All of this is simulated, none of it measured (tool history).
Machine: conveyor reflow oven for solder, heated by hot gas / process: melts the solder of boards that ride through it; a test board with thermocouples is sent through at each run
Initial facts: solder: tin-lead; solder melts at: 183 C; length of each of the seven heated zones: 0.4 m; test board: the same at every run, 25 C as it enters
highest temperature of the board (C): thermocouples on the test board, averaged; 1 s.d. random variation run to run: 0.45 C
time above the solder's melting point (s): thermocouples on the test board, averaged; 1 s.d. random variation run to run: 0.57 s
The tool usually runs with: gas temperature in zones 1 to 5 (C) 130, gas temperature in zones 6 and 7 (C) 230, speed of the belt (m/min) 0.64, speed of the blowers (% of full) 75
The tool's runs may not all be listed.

run   hour  gas temperature in zones 1 to 5 (C)  gas temperature in zones 6 and 7 (C)  speed of the belt (m/min)  speed of the blowers (% of full)  highest temperature of the board (C)  time above the solder's melting point (s)
  1      0                                  130                                   230                       0.64                                75                                 209.5                                       46.4
  2   28.4                                  130                                   242                       0.64                                75                                 219.4                                       54.5
  3   50.2                                  130                                   242                       0.64                                75                                 218.1                                       54.1
  4   70.5                                  130                                   242                       0.64                                75                                 219.4                                       53.5
  5   98.7                                  130                                   230                       0.64                                75                                 208.8                                       44.2
  6  131.8                                  130                                   230                       0.64                                75                                 208.5                                       44.9
  7  154.1                                  119                                   230                       0.64                                75                                 205.7                                       39.4
  8  172.6                                  119                                   230                       0.64                                75                                 205.8                                       39.5
  9  203.6                                  119                                   230                       0.64                                75                                 204.9                                       38.2
 10  225.7                                  119                                   230                       0.64                                75                                 204.9                                       37.2
 11  261.2                                  119                                   230                       0.64                                75                                 204.7                                       38.7
 12  289.2                                  119                                   230                       0.64                                75                                 204.6                                       36.8
 13  306.9                                  130                                   230                       0.64                                75                                 206.1                                       43.6
 14  328.8                                  130                                   230                      0.538                                75                                 214.1                                       61.2
 15  350.6                                  135                                   230                       0.64                                75                                 208.5                                       47.3
     377.9  -- flux residue cleaned out of gas plates and filters
 16  383.1                                  135                                   230                       0.64                                75                                 212.6                                       52.4
 17  408.1                                  135                                   230                       0.64                                75                                 212.5                                       52.1
 18  433.8                                  135                                   230                       0.64                                75                                   213                                       51.1
 19  461.7                                  135                                   230                      0.694                                53                                 200.5                                       30.9
 20  495.3                                  135                                   230                      0.694                                53                                 199.5                                       31.3
     506.1  -- thermocouples of zones 6 and 7 changed
 21  527.4                                  135                                   230                      0.694                                53                                 196.7                                       26.4
 22  550.3                                  132                                   240                      0.544                                70                                 220.1                                       68.1
 23  582.3                                  120                                   220                      0.511                                75                                   205                                       51.3
 24  608.1                                  130                                   225                      0.577                                85                                 210.6                                       53.7
 25  643.3                                  130                                   225                      0.577                                85                                 209.7                                         54
 26  670.9                                  130                                   225                      0.577                                78                                 208.3                                       50.9
 27  693.3                                  140                                   230                       0.58                                83                                 214.5                                       61.2
 28  708.8                                  130                                   230                       0.64                                75                                 207.1                                       44.5
 29  732.4                                  130                                   226                      0.694                                62                                 196.8                                       24.8
 30  757.8                                  130                                   226                      0.694                                62                                 195.3                                       24.5
 31  782.1                                  115                                   230                      0.596                                62                                 201.2                                       33.8
 32    811                                  115                                   230                      0.596                                62                                 201.3                                       34.4

Forecast each of these 3 alternatives for the next run:
  A  830.5                                  130                                   230                      0.748                                75                                     ?                                          ?
  B  830.5                                  138                                   230                      0.704                                66                                     ?                                          ?
  C  830.5                                  116                                   230                       0.64                                75                                     ?                                          ?

run  highest temperature of the board (C)  time above the solder's melting point (s)
  A                                 199.4                                       29.2
  B                                 200.8                                       34.8
  C                                   203                                       34.7
Without the tool's hidden state the same runs would have given:
run  highest temperature of the board (C)  time above the solder's melting point (s)
  A                                 202.4                                       32.4
  B                                 203.2                                       37.3
  C                                 205.9                                       37.7

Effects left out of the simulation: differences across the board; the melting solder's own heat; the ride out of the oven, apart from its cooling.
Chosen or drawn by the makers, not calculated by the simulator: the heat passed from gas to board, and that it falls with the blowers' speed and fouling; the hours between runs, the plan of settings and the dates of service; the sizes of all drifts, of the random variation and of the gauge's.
